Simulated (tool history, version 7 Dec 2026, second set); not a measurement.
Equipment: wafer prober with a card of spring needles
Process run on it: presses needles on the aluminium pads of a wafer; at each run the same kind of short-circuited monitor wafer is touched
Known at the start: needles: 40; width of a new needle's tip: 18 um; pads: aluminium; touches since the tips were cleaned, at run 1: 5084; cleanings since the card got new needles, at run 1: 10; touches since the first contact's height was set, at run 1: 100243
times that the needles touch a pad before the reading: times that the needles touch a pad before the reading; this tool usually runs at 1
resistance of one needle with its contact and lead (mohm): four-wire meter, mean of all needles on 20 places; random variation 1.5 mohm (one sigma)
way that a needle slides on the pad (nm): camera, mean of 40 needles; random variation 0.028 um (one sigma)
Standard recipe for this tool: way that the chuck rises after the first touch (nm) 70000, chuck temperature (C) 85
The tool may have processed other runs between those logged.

run    hour  way that the chuck rises after the first touch (nm)  chuck temperature (C)  times that the needles touch a pad before the reading  touches since the tips were cleaned  cleanings since the card got new needles  touches since the first contact's height was set  resistance of one needle with its contact and lead (mohm)  way that a needle slides on the pad (nm)
  1       0                                                70000                     85                                                      1                                 5084                                        10                                            100243                                                        158                                     16020
        6.8  -- tips cleaned on abrasive film
       10.5  -- height of the first contact set anew
       23.9  -- tips cleaned on abrasive film
  2    27.2                                                70000                     85                                                      1                                 1889                                        12                                              9576                                                        149                                     16160
       40.7  -- tips cleaned on abrasive film
       56.7  -- tips cleaned on abrasive film
       73.5  -- tips cleaned on abrasive film
  3    74.6                                                70000                     29                                                      1                                  619                                        15                                             36817                                                        133                                     16130
       87.9  -- tips cleaned on abrasive film
      104.8  -- tips cleaned on abrasive film
  4     117                                                70000                     85                                                      1                                 7046                                        17                                             61216                                                        161                                     16090
      119.8  -- tips cleaned on abrasive film
      134.5  -- tips cleaned on abrasive film
      150.9  -- tips cleaned on abrasive film
      166.7  -- tips cleaned on abrasive film
      180.3  -- tips cleaned on abrasive film
  5   180.3                                                72000                     85                                                      1                                    0                                        22                                             97505                                                        141                                     16380
      196.6  -- tips cleaned on abrasive film
      196.9  -- height of the first contact set anew
        213  -- tips cleaned on abrasive film
  6   223.1                                                72000                     85                                                      1                                 5811                                        24                                             15082                                                        159                                     16650
      229.6  -- tips cleaned on abrasive film, once more
      245.9  -- tips cleaned on abrasive film
      262.3  -- tips cleaned on abrasive film
  7   267.6                                                70000                     85                                                      1                                 3076                                        27                                             40644                                                        149                                     16110
      277.8  -- tips cleaned on abrasive film
        294  -- tips cleaned on abrasive film
      310.7  -- tips cleaned on abrasive film
  8   321.1                                                70000                     85                                                      1                                 6033                                        30                                             71397                                                        160                                     16070
      324.6  -- tips cleaned on abrasive film
      340.3  -- tips cleaned on abrasive film
      355.9  -- tips cleaned on abrasive film
      372.1  -- tips cleaned on abrasive film
      381.1  -- height of the first contact set anew
  9   381.1                                                52000                     85                                                      1                                 4992                                        34                                                 0                                                        180                                     12060
      387.9  -- tips cleaned on abrasive film
      404.4  -- tips cleaned on abrasive film
      421.2  -- tips cleaned on abrasive film
 10   424.7                                                52000                     85                                                      1                                 1997                                        37                                             25019                                                        165                                     12010
      437.1  -- tips cleaned on abrasive film
      453.3  -- tips cleaned on abrasive film
 11   459.6                                                52000                     85                                                      1                                 3647                                        39                                             45112                                                        176                                     11950
      469.8  -- tips cleaned on abrasive film
      486.5  -- tips cleaned on abrasive film
      502.3  -- tips cleaned on abrasive film
 12   513.4                                                66000                     85                                                      1                                 6421                                        42                                             76026                                                        164                                     15070
      516.9  -- tips cleaned on abrasive film
      533.8  -- tips cleaned on abrasive film
      550.7  -- tips cleaned on abrasive film
 13   551.2                                                66000                     85                                                      1                                  309                                        45                                             97688                                                        144                                     15020
      564.3  -- tips cleaned on abrasive film
      564.6  -- height of the first contact set anew
      581.5  -- tips cleaned on abrasive film
 14   590.1                                                66000                     85                                                      1                                 4960                                        47                                             14687                                                        160                                     15280
      596.3  -- tips cleaned on abrasive film
      613.2  -- tips cleaned on abrasive film
      629.5  -- tips cleaned on abrasive film
      643.6  -- tips cleaned on abrasive film
 15   643.6                                                66000                     85                                                      1                                    0                                        51                                             45363                                                        141                                     15240
        660  -- tips cleaned on abrasive film
 16   671.8                                                78000                     68                                                      3                                 6813                                        52                                             61582                                                        141                                     17880
      674.7  -- tips cleaned on abrasive film
      688.3  -- tips cleaned on abrasive film
      705.2  -- tips cleaned on abrasive film
 17   713.5                                                69000                     68                                                      1                                 4796                                        55                                             85543                                                        156                                     15770
        720  -- tips cleaned on abrasive film
      733.6  -- tips cleaned on abrasive film
      750.5  -- tips cleaned on abrasive film
      750.8  -- height of the first contact set anew
      766.6  -- tips cleaned on abrasive film
 18   766.6                                                81000                     80                                                      1                                    0                                        59                                              9047                                                        137                                     18740
      782.5  -- tips cleaned on abrasive film
      798.8  -- tips cleaned on abrasive film
      815.2  -- tips cleaned on abrasive film
 19   824.5                                                52000                     47                                                      2                                 5345                                        62                                             42349                                                        166                                     11930
      831.1  -- tips cleaned on abrasive film
      847.7  -- tips cleaned on abrasive film
 20   859.4                                                60000                    100                                                      1                                 6762                                        64                                             62412                                                        172                                     13780
      862.9  -- tips cleaned on abrasive film
        879  -- tips cleaned on abrasive film
      895.8  -- tips cleaned on abrasive film
 21   902.3                                                70000                     34                                                      1                                 3732                                        67                                             87013                                                        150                                     16010
      911.7  -- tips cleaned on abrasive film
      928.6  -- tips cleaned on abrasive film
      935.6  -- height of the first contact set anew
        945  -- tips cleaned on abrasive film
 22   958.4                                                70000                     34                                                      1                                 7760                                        70                                             13119                                                        156                                     16240
      961.9  -- tips cleaned on abrasive film
      978.2  -- tips cleaned on abrasive film
      994.4  -- tips cleaned on abrasive film
 23   994.4                                                64000                     46                                                      1                                    0                                        73                                             33747                                                        139                                     14740
     1011.1  -- tips cleaned on abrasive film
     1025.6  -- tips cleaned on abrasive film
 24  1025.6                                                70000                     46                                                      3                                    0                                        75                                             51664                                                        133                                     16150
     1042.5  -- tips cleaned on abrasive film
     1058.9  -- tips cleaned on abrasive film
 25  1065.6                                                78000                     46                                                      2                                 3879                                        77                                             74659                                                        141                                     17920
     1075.1  -- tips cleaned on abrasive film
     1090.2  -- tips cleaned on abrasive film
 26  1102.1                                                70000                     82                                                      1                                 6877                                        79                                             95621                                                        165                                     15970
     1105.2  -- tips cleaned on abrasive film
     1121.2  -- tips cleaned on abrasive film
     1121.5  -- height of the first contact set anew
 27  1131.7                                                70000                     50                                                      3                                 5941                                        81                                              5941                                                        141                                     16260
     1135.2  -- tips cleaned on abrasive film
     1151.2  -- tips cleaned on abrasive film
     1167.6  -- tips cleaned on abrasive film
     1184.4  -- tips cleaned on abrasive film
 28    1194                                                70000                     50                                                      3                                 5543                                        85                                             41705                                                        144                                     16120

Here are 3 independent what-if runs from the current tool condition. What would each one return?
     1200.3  -- tips cleaned on abrasive film
     1216.9  -- tips cleaned on abrasive film
     1233.6  -- tips cleaned on abrasive film
  A  1241.6                                                87000                     50                                                      3                                 4618                                        88                                             69011                                                          ?                                         ?
     1200.3  -- tips cleaned on abrasive film
     1216.9  -- tips cleaned on abrasive film
     1233.6  -- tips cleaned on abrasive film
  B  1241.6                                                82000                     39                                                      2                                 4618                                        88                                             69011                                                          ?                                         ?
     1200.3  -- tips cleaned on abrasive film
     1216.9  -- tips cleaned on abrasive film
     1233.6  -- tips cleaned on abrasive film
  C  1241.6                                                83000                     50                                                      3                                 4618                                        88                                             69011                                                          ?                                         ?

run  resistance of one needle with its contact and lead (mohm)  way that a needle slides on the pad (nm)
  A                                                        134                                     20060
  B                                                        141                                     18840
  C                                                        139                                     19100
Stripped of hidden state, with their random variation kept, the same runs would have yielded:
run  resistance of one needle with its contact and lead (mohm)  way that a needle slides on the pad (nm)
  A                                                        127                                     20260
  B                                                        129                                     19030
  C                                                        132                                     19300
